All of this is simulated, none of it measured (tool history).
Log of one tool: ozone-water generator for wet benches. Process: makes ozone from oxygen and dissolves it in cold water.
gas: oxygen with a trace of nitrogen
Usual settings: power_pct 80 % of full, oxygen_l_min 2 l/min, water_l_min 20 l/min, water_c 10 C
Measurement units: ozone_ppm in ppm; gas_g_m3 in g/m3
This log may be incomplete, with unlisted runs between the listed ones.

run     day  power_pct  oxygen_l_min  water_l_min  water_c  ozone_ppm  gas_g_m3
  1       0         80             2           20       10        8.5     152.2
  2   1.579         80             2           20       10        8.6     153.4
  3   2.388         80             2           20       10        8.6       151
  4   3.842         80             2           20       10        8.6     149.8
  5   4.679         80             2           20       10        8.4     152.3
  6   5.558         80             2           20       10        8.4     152.7
  7    6.95         80             2           20       10        8.7       153
  8   8.833         80             2           20       10        8.6     153.4
  9   9.904         80             2           20       10        8.7     151.8
 10  11.429         80             2           20       10        8.7     151.3
 11  13.179         80             2           20       10        8.6     152.1
 12  15.029         80             2           20       10        8.6     150.7
 13    16.2         80             2           20       10        8.7     154.2
 14  17.546         80             2           20       10        8.5     153.4
 15  19.308         80             2           20       10        8.6     150.9
 16  21.154         80             2           20       10        8.7     152.2
 17  22.492         51             2           20       10        6.2     108.8
 18  23.271         86             2           18       10        9.7     159.7
 19  25.112         80           2.2           31       10        5.5     145.8
 20  25.929         80           2.2           31       10        5.6     145.5
 21  26.762         75          2.23           15       14       10.7     139.4
 22  27.788         80             2           20        6        8.7     150.6
 23  28.796         80             2           20        6        8.8     148.8
 24  30.171         80          2.32           21       10        8.8     144.1
 25  31.125         80          2.32           21       10        8.8     144.5
 26  32.792         80          2.32           21       10          9     144.2
 27  33.625         74          2.03           20       16        7.8       142
 28  35.117         74          2.03           15        7       10.6     143.1
 29      37         74          2.03           15        7         11     141.4
 30  37.796         86          2.95           14       10       14.4     140.2
 31  39.496         77             2           17        6        9.9     146.8
 32    41.4         77             2           17        6        9.9     146.3

Consider 3 possible next runs. They are alternatives, not a sequence: every one starts from the tool as it was left by run 32. What does each give?
  A  42.942         80          2.52           20       13          ?         ?
  B  42.942         80          1.79           27       10          ?         ?
  C  42.942         48          2.47           26        6          ?         ?

run  ozone_ppm  gas_g_m3
  A        9.3     140.7
  B        5.8     155.1
  C        5.2      97.7
Without the tool's hidden state the same runs would have given:
run  ozone_ppm  gas_g_m3
  A        9.7     145.2
  B        6.1       160
  C        5.4      99.7
